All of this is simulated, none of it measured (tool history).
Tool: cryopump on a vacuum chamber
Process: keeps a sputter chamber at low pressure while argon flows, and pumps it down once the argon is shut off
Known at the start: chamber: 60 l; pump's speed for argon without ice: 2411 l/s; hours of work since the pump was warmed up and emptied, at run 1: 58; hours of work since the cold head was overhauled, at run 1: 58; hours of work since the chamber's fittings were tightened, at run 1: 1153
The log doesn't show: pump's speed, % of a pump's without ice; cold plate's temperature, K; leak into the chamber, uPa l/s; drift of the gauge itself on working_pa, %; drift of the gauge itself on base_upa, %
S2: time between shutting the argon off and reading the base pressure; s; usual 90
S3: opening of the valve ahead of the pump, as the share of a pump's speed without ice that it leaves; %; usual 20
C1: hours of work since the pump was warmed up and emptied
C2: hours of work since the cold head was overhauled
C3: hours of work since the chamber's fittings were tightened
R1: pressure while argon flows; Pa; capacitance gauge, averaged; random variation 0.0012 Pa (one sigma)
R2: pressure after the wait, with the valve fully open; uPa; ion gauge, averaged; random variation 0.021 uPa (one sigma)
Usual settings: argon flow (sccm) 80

{"run": 1, "hour": 0.0, "argon flow (sccm)": 80, "S2": 90, "S3": 20, "C1": 58, "C2": 58, "C3": 1153, "R1": 0.2822, "R2": 0.79}
{"run": 2, "hour": 15.4, "argon flow (sccm)": 80, "S2": 90, "S3": 20, "C1": 68, "C2": 68, "C3": 1163, "R1": 0.2812, "R2": 0.8}
{"run": 3, "hour": 33.2, "argon flow (sccm)": 80, "S2": 90, "S3": 20, "C1": 79, "C2": 79, "C3": 1174, "R1": 0.2826, "R2": 0.79}
{"run": 4, "hour": 45.5, "argon flow (sccm)": 80, "S2": 90, "S3": 20, "C1": 86, "C2": 86, "C3": 1182, "R1": 0.28, "R2": 0.76}
{"run": 5, "hour": 55.9, "argon flow (sccm)": 80, "S2": 90, "S3": 20, "C1": 93, "C2": 93, "C3": 1188, "R1": 0.2807, "R2": 0.78}
{"run": 6, "hour": 66.6, "argon flow (sccm)": 40, "S2": 90, "S3": 20, "C1": 100, "C2": 100, "C3": 1195, "R1": 0.141, "R2": 0.72}
{"run": 7, "hour": 75.9, "argon flow (sccm)": 123, "S2": 90, "S3": 57, "C1": 105, "C2": 105, "C3": 1201, "R1": 0.1544, "R2": 0.78}
{"run": 8, "hour": 87.5, "argon flow (sccm)": 80, "S2": 30, "S3": 20, "C1": 113, "C2": 113, "C3": 1208, "R1": 0.2823, "R2": 1.47}
{"run": 9, "hour": 96.1, "argon flow (sccm)": 36, "S2": 90, "S3": 20, "C1": 118, "C2": 118, "C3": 1213, "R1": 0.1275, "R2": 0.78}
{"run": 10, "hour": 114.7, "argon flow (sccm)": 36, "S2": 90, "S3": 20, "C1": 130, "C2": 130, "C3": 1225, "R1": 0.1281, "R2": 0.73}

Run 11 comes next. What will it give?
{"run": 11, "hour": 123.8, "argon flow (sccm)": 36, "S2": 90, "S3": 20, "C1": 135, "C2": 135, "C3": 1231, "R1": "?", "R2": "?"}

R1: 0.1291 Pa
R2: 0.75 uPa
Without the tool's hidden state the same run would have given R1 0.1282 Pa, R2 0.42 uPa.
